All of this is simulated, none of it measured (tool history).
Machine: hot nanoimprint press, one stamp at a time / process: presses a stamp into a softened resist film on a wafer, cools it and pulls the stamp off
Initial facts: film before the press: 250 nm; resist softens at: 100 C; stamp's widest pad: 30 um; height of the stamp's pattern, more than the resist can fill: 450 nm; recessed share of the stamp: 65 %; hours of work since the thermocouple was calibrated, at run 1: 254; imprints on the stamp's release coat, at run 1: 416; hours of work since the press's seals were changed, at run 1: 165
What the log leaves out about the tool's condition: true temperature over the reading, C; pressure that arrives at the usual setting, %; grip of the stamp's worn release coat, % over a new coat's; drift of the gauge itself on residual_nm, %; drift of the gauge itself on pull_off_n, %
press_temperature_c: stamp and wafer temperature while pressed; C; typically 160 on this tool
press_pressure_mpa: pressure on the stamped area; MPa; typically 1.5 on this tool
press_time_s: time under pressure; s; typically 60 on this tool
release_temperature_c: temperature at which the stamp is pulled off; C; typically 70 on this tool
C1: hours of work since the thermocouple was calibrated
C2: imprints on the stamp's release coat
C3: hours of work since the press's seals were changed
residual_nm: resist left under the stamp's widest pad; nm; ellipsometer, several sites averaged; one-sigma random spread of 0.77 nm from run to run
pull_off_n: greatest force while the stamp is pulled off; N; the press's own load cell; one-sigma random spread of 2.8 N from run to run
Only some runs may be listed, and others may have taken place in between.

Run 1, hour 0: usual settings; C1 254; C2 416; C3 165. Result: residual_nm 92.8 nm, pull_off_n 148 N.
Run 2, hour 10.7: usual settings; C1 259; C2 446; C3 171. Result: residual_nm 91.8 nm, pull_off_n 148 N.
Run 3, hour 15.4: usual settings; C1 262; C2 460; C3 173. Result: residual_nm 91.5 nm, pull_off_n 147 N.
Run 4, hour 21.3: usual settings but press_pressure_mpa 1.19 MPa; C1 265; C2 477; C3 176. Result: residual_nm 101 nm, pull_off_n 153 N.
Run 5, hour 29.9: usual settings but press_pressure_mpa 1.42 MPa; C1 269; C2 501; C3 181. Result: residual_nm 95.3 nm, pull_off_n 155 N.
Run 6, hour 38.9: usual settings but press_pressure_mpa 1.42 MPa; C1 274; C2 526; C3 186. Result: residual_nm 93.1 nm, pull_off_n 154 N.
Run 7, hour 48.4: usual settings but press_pressure_mpa 1.42 MPa; C1 279; C2 553; C3 191. Result: residual_nm 93.2 nm, pull_off_n 163 N.
Run 8, hour 55.5: usual settings but press_pressure_mpa 1.42 MPa; C1 283; C2 573; C3 194. Result: residual_nm 93.9 nm, pull_off_n 158 N.
Run 9, hour 65: usual settings but press_pressure_mpa 1.42 MPa; C1 288; C2 600; C3 199. Result: residual_nm 95.3 nm, pull_off_n 160 N.
Run 10, hour 72.1: usual settings but press_pressure_mpa 1.42 MPa, release_temperature_c 76 C; C1 292; C2 620; C3 203. Result: residual_nm 94.1 nm, pull_off_n 157 N.
Run 11, hour 80.4: usual settings but press_pressure_mpa 1.42 MPa, release_temperature_c 76 C; C1 296; C2 644; C3 208. Result: residual_nm 94.2 nm, pull_off_n 149 N.
Run 12, hour 87.8: usual settings but press_temperature_c 151 C, press_pressure_mpa 1.49 MPa, press_time_s 54 s; C1 300; C2 665; C3 211. Result: residual_nm 167.5 nm, pull_off_n 156 N.
At hour 91.6: plate thermocouple calibrated.
Run 13, hour 96.4: usual settings but press_pressure_mpa 1.49 MPa, press_time_s 61 s; C1 3; C2 680; C3 214. Result: residual_nm 89 nm, pull_off_n 165 N.
Run 14, hour 101.2: usual settings but press_pressure_mpa 1.49 MPa, press_time_s 61 s; C1 5; C2 694; C3 217. Result: residual_nm 88.4 nm, pull_off_n 164 N.
Run 15, hour 112.6: usual settings but press_pressure_mpa 1.49 MPa, press_time_s 61 s; C1 11; C2 726; C3 223. Result: residual_nm 88.1 nm, pull_off_n 173 N.
Run 16, hour 120: usual settings but press_pressure_mpa 1.49 MPa, press_time_s 61 s; C1 15; C2 747; C3 227. Result: residual_nm 87.2 nm, pull_off_n 170 N.
At hour 130.3: plate thermocouple calibrated, once more.
Run 17, hour 131.4: usual settings but press_pressure_mpa 1.49 MPa, press_time_s 61 s; C1 1; C2 771; C3 231. Result: residual_nm 97.3 nm, pull_off_n 176 N.
Run 18, hour 141: usual settings but press_temperature_c 157 C, press_pressure_mpa 1.49 MPa, press_time_s 40 s; C1 6; C2 798; C3 236. Result: residual_nm 138.5 nm, pull_off_n 177 N.

4 options for the next run, each taken on its own from the tool as it stands now. Forecast them:
Run A, hour 151.7: usual settings but press_temperature_c 157 C, press_pressure_mpa 0.98 MPa, press_time_s 34 s; C1 11; C2 829; C3 242. Result: residual_nm ?, pull_off_n ?.
Run B, hour 151.7: usual settings but press_pressure_mpa 1.68 MPa, press_time_s 37 s, release_temperature_c 60 C; C1 11; C2 829; C3 242. Result: residual_nm ?, pull_off_n ?.
Run C, hour 151.7: usual settings but press_temperature_c 164 C, press_pressure_mpa 1.91 MPa, press_time_s 40 s, release_temperature_c 69 C; C1 11; C2 829; C3 242. Result: residual_nm ?, pull_off_n ?.
Run D, hour 151.7: usual settings but press_temperature_c 157 C, press_pressure_mpa 1.49 MPa, press_time_s 53 s, release_temperature_c 61 C; C1 11; C2 829; C3 242. Result: residual_nm ?, pull_off_n ?.

run  residual_nm  pull_off_n
  A        167.3         174
  B        114.8         178
  C         80.2         173
  D        126.6         186
What these runs would have given with no unlogged condition in the tool:
run  residual_nm  pull_off_n
  A        165.2         130
  B        112.7         132
  C         78.5         129
  D        124.3         139
